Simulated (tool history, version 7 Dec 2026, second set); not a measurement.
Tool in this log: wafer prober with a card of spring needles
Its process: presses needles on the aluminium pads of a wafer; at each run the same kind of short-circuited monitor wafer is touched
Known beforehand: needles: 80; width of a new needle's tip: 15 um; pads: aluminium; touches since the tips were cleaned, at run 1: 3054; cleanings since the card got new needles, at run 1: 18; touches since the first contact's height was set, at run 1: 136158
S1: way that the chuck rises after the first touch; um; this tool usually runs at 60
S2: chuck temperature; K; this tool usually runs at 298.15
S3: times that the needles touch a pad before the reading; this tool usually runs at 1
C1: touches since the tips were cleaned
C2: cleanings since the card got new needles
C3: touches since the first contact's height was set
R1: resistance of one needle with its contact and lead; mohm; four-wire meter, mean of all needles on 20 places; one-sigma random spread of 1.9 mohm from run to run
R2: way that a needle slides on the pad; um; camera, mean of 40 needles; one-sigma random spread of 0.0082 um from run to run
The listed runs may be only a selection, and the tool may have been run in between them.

run	hour	S1	S2	S3	C1	C2	C3	R1	R2
1	0.0	60	298.15	1	3054	18	136158	302	8.277
# hour 9.0: height of the first contact set anew
2	9.0	60	342.15	1	5413	18	0	347	8.417
# hour 14.5: tips cleaned on abrasive film
3	23.8	74	298.15	1	2525	19	4011	257	10.365
4	32.1	74	298.15	1	4784	19	6270	288	10.355
# hour 39.2: tips cleaned on abrasive film
5	39.9	74	298.15	1	200	20	8356	203	10.353
6	56.6	74	298.15	1	4730	20	12886	287	10.361
# hour 64.4: tips cleaned on abrasive film
7	70.8	74	298.15	1	1736	21	16724	246	10.348
8	82.5	53	354.15	2	4925	21	19913	303	7.399
# hour 89.2: tips cleaned on abrasive film
9	91.0	41	306.15	2	490	22	22177	243	5.728
10	102.5	56	309.15	1	3635	22	25322	333	7.818
11	110.4	46	309.15	3	5787	22	27474	291	6.430
# hour 114.6: tips cleaned on abrasive film
12	118.6	46	309.15	3	1088	23	29651	238	6.420
13	134.3	46	309.15	3	5376	23	33939	291	6.409

What if the next run were any one of these 3? Each begins from the tool's condition after run 13:
# hour 139.9: tips cleaned on abrasive film
A	141.9	74	309.15	2	567	24	35981	?	?
# hour 139.9: tips cleaned on abrasive film
B	141.9	60	323.15	1	567	24	35981	?	?
# hour 139.9: tips cleaned on abrasive film
C	141.9	44	309.15	1	567	24	35981	?	?

run	R1	R2
A	210	10.333
B	239	8.367
C	271	6.130
With the hidden condition removed and each run's random variation left untouched, the same runs would have given:
run	R1	R2
A	194	10.376
B	201	8.410
C	202	6.173
